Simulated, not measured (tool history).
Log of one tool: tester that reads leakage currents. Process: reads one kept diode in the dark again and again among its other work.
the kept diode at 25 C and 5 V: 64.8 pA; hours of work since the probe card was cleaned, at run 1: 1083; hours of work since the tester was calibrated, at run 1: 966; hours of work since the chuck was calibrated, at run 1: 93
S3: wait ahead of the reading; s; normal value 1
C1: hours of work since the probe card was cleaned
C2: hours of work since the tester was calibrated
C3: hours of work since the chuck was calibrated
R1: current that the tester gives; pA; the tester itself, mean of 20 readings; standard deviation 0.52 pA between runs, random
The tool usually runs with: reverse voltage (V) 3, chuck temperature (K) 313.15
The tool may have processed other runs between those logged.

{"run": 1, "hour": 0.0, "reverse voltage (V)": 3, "chuck temperature (K)": 313.15, "S3": 1, "C1": 1083, "C2": 966, "C3": 93, "R1": 173.67}
{"run": 2, "hour": 57.9, "reverse voltage (V)": 3, "chuck temperature (K)": 313.15, "S3": 1.38, "C1": 1115, "C2": 998, "C3": 125, "R1": 174.46}
{"run": 3, "hour": 104.7, "reverse voltage (V)": 3, "chuck temperature (K)": 313.15, "S3": 1.38, "C1": 1141, "C2": 1024, "C3": 151, "R1": 172.93}
{"run": 4, "hour": 138.1, "reverse voltage (V)": 16.64, "chuck temperature (K)": 313.15, "S3": 1, "C1": 1159, "C2": 1042, "C3": 170, "R1": 324.65}
{"run": 5, "hour": 208.0, "reverse voltage (V)": 16.64, "chuck temperature (K)": 313.15, "S3": 1, "C1": 1198, "C2": 1081, "C3": 209, "R1": 323.14}
{"run": 6, "hour": 264.6, "reverse voltage (V)": 16.64, "chuck temperature (K)": 313.15, "S3": 1, "C1": 1229, "C2": 1112, "C3": 240, "R1": 321.67}
{"run": 7, "hour": 323.5, "reverse voltage (V)": 3, "chuck temperature (K)": 313.15, "S3": 1, "C1": 1262, "C2": 1145, "C3": 273, "R1": 171.3}
{"run": 8, "hour": 393.2, "reverse voltage (V)": 3, "chuck temperature (K)": 313.15, "S3": 1, "C1": 1301, "C2": 1184, "C3": 311, "R1": 170.93}
{"run": 9, "hour": 467.6, "reverse voltage (V)": 3, "chuck temperature (K)": 313.15, "S3": 1, "C1": 1342, "C2": 1225, "C3": 352, "R1": 170.23}
{"run": 10, "hour": 515.8, "reverse voltage (V)": 3, "chuck temperature (K)": 313.15, "S3": 1, "C1": 1369, "C2": 1252, "C3": 379, "R1": 170.21}
{"run": 11, "hour": 567.9, "reverse voltage (V)": 3, "chuck temperature (K)": 313.15, "S3": 0.35, "C1": 1397, "C2": 1280, "C3": 408, "R1": 169.78}
{"run": 12, "hour": 622.2, "reverse voltage (V)": 3, "chuck temperature (K)": 319.15, "S3": 1, "C1": 1428, "C2": 1311, "C3": 438, "R1": 259.62}
{"run": 13, "hour": 663.9, "reverse voltage (V)": 3, "chuck temperature (K)": 313.15, "S3": 1, "C1": 1451, "C2": 1334, "C3": 461, "R1": 167.91}
{"run": 14, "hour": 700.3, "reverse voltage (V)": 3, "chuck temperature (K)": 313.15, "S3": 1, "C1": 1471, "C2": 1354, "C3": 481, "R1": 168.4}
{"run": 15, "hour": 778.9, "reverse voltage (V)": 3, "chuck temperature (K)": 313.15, "S3": 1, "C1": 1514, "C2": 1397, "C3": 525, "R1": 166.13}
{"run": 16, "hour": 854.9, "reverse voltage (V)": 3, "chuck temperature (K)": 313.15, "S3": 1, "C1": 1556, "C2": 1439, "C3": 567, "R1": 166.58}
{"run": 17, "hour": 915.4, "reverse voltage (V)": 3, "chuck temperature (K)": 313.15, "S3": 0.88, "C1": 1590, "C2": 1473, "C3": 601, "R1": 165.75}
{"run": 18, "hour": 979.6, "reverse voltage (V)": 3, "chuck temperature (K)": 313.15, "S3": 1, "C1": 1626, "C2": 1509, "C3": 636, "R1": 166.2}
{"run": 19, "hour": 1018.2, "reverse voltage (V)": 3, "chuck temperature (K)": 313.15, "S3": 1, "C1": 1647, "C2": 1530, "C3": 658, "R1": 165.02}
{"run": 20, "hour": 1059.1, "reverse voltage (V)": 3, "chuck temperature (K)": 313.15, "S3": 1.35, "C1": 1670, "C2": 1553, "C3": 680, "R1": 164.96}
{"run": 21, "hour": 1103.0, "reverse voltage (V)": 3, "chuck temperature (K)": 313.15, "S3": 9.42, "C1": 1694, "C2": 1577, "C3": 705, "R1": 164.32}
{"run": 22, "hour": 1136.6, "reverse voltage (V)": 3, "chuck temperature (K)": 313.15, "S3": 9.42, "C1": 1713, "C2": 1596, "C3": 723, "R1": 163.14}
{"run": 23, "hour": 1177.4, "reverse voltage (V)": 19.49, "chuck temperature (K)": 303.15, "S3": 3.48, "C1": 1735, "C2": 1618, "C3": 746, "R1": 157.23}
{"hour": 1197.6, "done": "chuck's temperature calibrated"}
{"run": 24, "hour": 1250.4, "reverse voltage (V)": 15.16, "chuck temperature (K)": 298.15, "S3": 1.1, "C1": 1774, "C2": 1657, "C3": 29, "R1": 104.3}
{"run": 25, "hour": 1282.8, "reverse voltage (V)": 3.45, "chuck temperature (K)": 313.15, "S3": 0.37, "C1": 1792, "C2": 1675, "C3": 47, "R1": 181.3}
{"run": 26, "hour": 1356.2, "reverse voltage (V)": 3.45, "chuck temperature (K)": 313.15, "S3": 0.37, "C1": 1833, "C2": 1716, "C3": 88, "R1": 179.78}
{"run": 27, "hour": 1418.1, "reverse voltage (V)": 1.33, "chuck temperature (K)": 297.15, "S3": 0.66, "C1": 1867, "C2": 1750, "C3": 122, "R1": 37.31}
{"run": 28, "hour": 1491.3, "reverse voltage (V)": 1.33, "chuck temperature (K)": 297.15, "S3": 0.66, "C1": 1908, "C2": 1791, "C3": 163, "R1": 36.99}
{"run": 29, "hour": 1558.0, "reverse voltage (V)": 1.33, "chuck temperature (K)": 297.15, "S3": 0.66, "C1": 1945, "C2": 1828, "C3": 200, "R1": 36.95}
{"run": 30, "hour": 1597.0, "reverse voltage (V)": 3.54, "chuck temperature (K)": 313.15, "S3": 1.16, "C1": 1967, "C2": 1850, "C3": 221, "R1": 177.93}
{"run": 31, "hour": 1639.5, "reverse voltage (V)": 1.52, "chuck temperature (K)": 298.15, "S3": 1.16, "C1": 1990, "C2": 1873, "C3": 245, "R1": 41.82}
{"run": 32, "hour": 1678.4, "reverse voltage (V)": 1.52, "chuck temperature (K)": 298.15, "S3": 1.16, "C1": 2012, "C2": 1895, "C3": 266, "R1": 41.42}
{"run": 33, "hour": 1712.7, "reverse voltage (V)": 1.7, "chuck temperature (K)": 298.15, "S3": 0.42, "C1": 2031, "C2": 1914, "C3": 285, "R1": 43.56}
{"run": 34, "hour": 1762.2, "reverse voltage (V)": 7.48, "chuck temperature (K)": 313.15, "S3": 1, "C1": 2058, "C2": 1941, "C3": 313, "R1": 232.91}
{"run": 35, "hour": 1824.3, "reverse voltage (V)": 15.84, "chuck temperature (K)": 313.15, "S3": 3.71, "C1": 2093, "C2": 1975, "C3": 347, "R1": 305.74}
{"run": 36, "hour": 1867.1, "reverse voltage (V)": 11.04, "chuck temperature (K)": 313.15, "S3": 1.47, "C1": 2116, "C2": 1999, "C3": 371, "R1": 266.96}
{"run": 37, "hour": 1901.4, "reverse voltage (V)": 4.28, "chuck temperature (K)": 314.15, "S3": 1, "C1": 2135, "C2": 2018, "C3": 390, "R1": 202.36}
{"run": 38, "hour": 1970.6, "reverse voltage (V)": 2.52, "chuck temperature (K)": 313.15, "S3": 1, "C1": 2174, "C2": 2057, "C3": 428, "R1": 153.41}
{"run": 39, "hour": 2025.5, "reverse voltage (V)": 3, "chuck temperature (K)": 313.15, "S3": 1.52, "C1": 2204, "C2": 2087, "C3": 459, "R1": 163.74}

Hidden state or all else? Some run-to-run changes of R1, split into what the settings, what came in and random variation would give without the hidden state, and what is left for the hidden state (with any gauge scatter that isn't in both results):
Hidden state present: stray current of the dirty probe card, pA a volt; current scale over the true one, %; true chuck temperature over the reading, C; drift of the gauge itself on leakage_pa, %.
Run 3 -> 4: reverse voltage (V) 3 -> 16.64, S3 1.38 -> 1. R1 +151.72 pA: hidden state +3.65, all else +148.07.
Run 6 -> 7: reverse voltage (V) 16.64 -> 3. R1 -150.37 pA: hidden state -3.75, all else -146.62.
Run 22 -> 23: reverse voltage (V) 3 -> 19.49, chuck temperature (K) 313.15 -> 303.15, S3 9.42 -> 3.48. R1 -5.91 pA: hidden state +8.7, all else -14.61.
Run 24 -> 25: reverse voltage (V) 15.16 -> 3.45, chuck temperature (K) 298.15 -> 313.15, S3 1.1 -> 0.37. R1 +77 pA: hidden state -8.48, all else +85.48.
Run 33 -> 34: reverse voltage (V) 1.7 -> 7.48, chuck temperature (K) 298.15 -> 313.15, S3 0.42 -> 1. R1 +189.35 pA: hidden state -6.41, all else +195.76.
